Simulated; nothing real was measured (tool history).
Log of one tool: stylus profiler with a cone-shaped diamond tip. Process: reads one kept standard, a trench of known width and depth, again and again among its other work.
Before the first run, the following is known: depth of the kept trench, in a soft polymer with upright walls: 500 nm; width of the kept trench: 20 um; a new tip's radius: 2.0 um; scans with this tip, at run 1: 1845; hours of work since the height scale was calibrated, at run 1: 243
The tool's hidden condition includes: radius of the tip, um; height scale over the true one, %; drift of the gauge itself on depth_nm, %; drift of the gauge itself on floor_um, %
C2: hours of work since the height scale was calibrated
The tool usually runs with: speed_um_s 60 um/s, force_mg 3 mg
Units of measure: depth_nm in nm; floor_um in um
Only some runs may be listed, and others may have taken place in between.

run 1 day=0 | speed_um_s=60 force_mg=3 | scans_with_this_tip=1845 C2=243 | depth_nm=507 floor_um=17.15
run 2 day=0.696 | speed_um_s=60 force_mg=1.72 | scans_with_this_tip=1902 C2=250 | depth_nm=504.88 floor_um=17.08
run 3 day=1.458 | speed_um_s=60 force_mg=1.72 | scans_with_this_tip=1965 C2=258 | depth_nm=504.98 floor_um=17.14
run 4 day=1.938 | speed_um_s=60 force_mg=2.88 | scans_with_this_tip=2004 C2=264 | depth_nm=506.79 floor_um=17.17
run 5 day=2.858 | speed_um_s=60 force_mg=2.88 | scans_with_this_tip=2079 C2=274 | depth_nm=506.86 floor_um=17.18
run 6 day=3.538 | speed_um_s=60 force_mg=2.88 | scans_with_this_tip=2135 C2=281 | depth_nm=506.88 floor_um=17.15
run 7 day=4.638 | speed_um_s=60 force_mg=2.88 | scans_with_this_tip=2226 C2=293 | depth_nm=506.84 floor_um=17.08
run 8 day=5.5 | speed_um_s=60 force_mg=5.05 | scans_with_this_tip=2297 C2=302 | depth_nm=509.97 floor_um=17.14
run 9 day=5.975 | speed_um_s=60 force_mg=5.05 | scans_with_this_tip=2336 C2=307 | depth_nm=509.66 floor_um=17.12
run 10 day=6.442 | speed_um_s=60 force_mg=5.05 | scans_with_this_tip=2374 C2=312 | depth_nm=510.05 floor_um=17.2
run 11 day=7.221 | speed_um_s=19 force_mg=3 | scans_with_this_tip=2438 C2=321 | depth_nm=507.19 floor_um=17.14
run 12 day=7.854 | speed_um_s=19 force_mg=3 | scans_with_this_tip=2490 C2=328 | depth_nm=507.23 floor_um=17.17
run 13 day=8.625 | speed_um_s=60 force_mg=2.31 | scans_with_this_tip=2553 C2=336 | depth_nm=506.25 floor_um=17.08
run 14 day=9.133 | speed_um_s=60 force_mg=2.31 | scans_with_this_tip=2595 C2=341 | depth_nm=506 floor_um=17.06
run 15 day=9.838 | speed_um_s=60 force_mg=2.31 | scans_with_this_tip=2653 C2=349 | depth_nm=506.23 floor_um=17.07
run 16 day=10.596 | speed_um_s=25 force_mg=2.31 | scans_with_this_tip=2715 C2=357 | depth_nm=506.14 floor_um=17.11
run 17 day=11.083 | speed_um_s=25 force_mg=2.31 | scans_with_this_tip=2755 C2=362 | depth_nm=506.24 floor_um=17.11
run 18 day=11.6 | speed_um_s=25 force_mg=2.31 | scans_with_this_tip=2798 C2=368 | depth_nm=506.22 floor_um=17.1
run 19 day=12.062 | speed_um_s=25 force_mg=2.31 | scans_with_this_tip=2835 C2=373 | depth_nm=506.09 floor_um=17.18
run 20 day=12.683 | speed_um_s=30 force_mg=3 | scans_with_this_tip=2886 C2=380 | depth_nm=507.37 floor_um=17.08
run 21 day=13.621 | speed_um_s=172 force_mg=1.14 | scans_with_this_tip=2964 C2=390 | depth_nm=504.11 floor_um=16.71
run 22 day=14.121 | speed_um_s=28 force_mg=5.4 | scans_with_this_tip=3004 C2=395 | depth_nm=510.42 floor_um=17.15
run 23 day=15.042 | speed_um_s=60 force_mg=1.96 | scans_with_this_tip=3080 C2=405 | depth_nm=505.63 floor_um=17
run 24 day=15.854 | speed_um_s=60 force_mg=1.96 | scans_with_this_tip=3147 C2=414 | depth_nm=505.62 floor_um=17.07

Forecast run 25:
run 25 day=16.488 | speed_um_s=172 force_mg=1.69 | scans_with_this_tip=3199 C2=421 | depth_nm=? floor_um=?

Run 25 yielded depth_nm 505.54 nm, floor_um 16.78 um.
Without the tool's hidden state the same run would have given depth_nm 504.63 nm, floor_um 16.99 um.
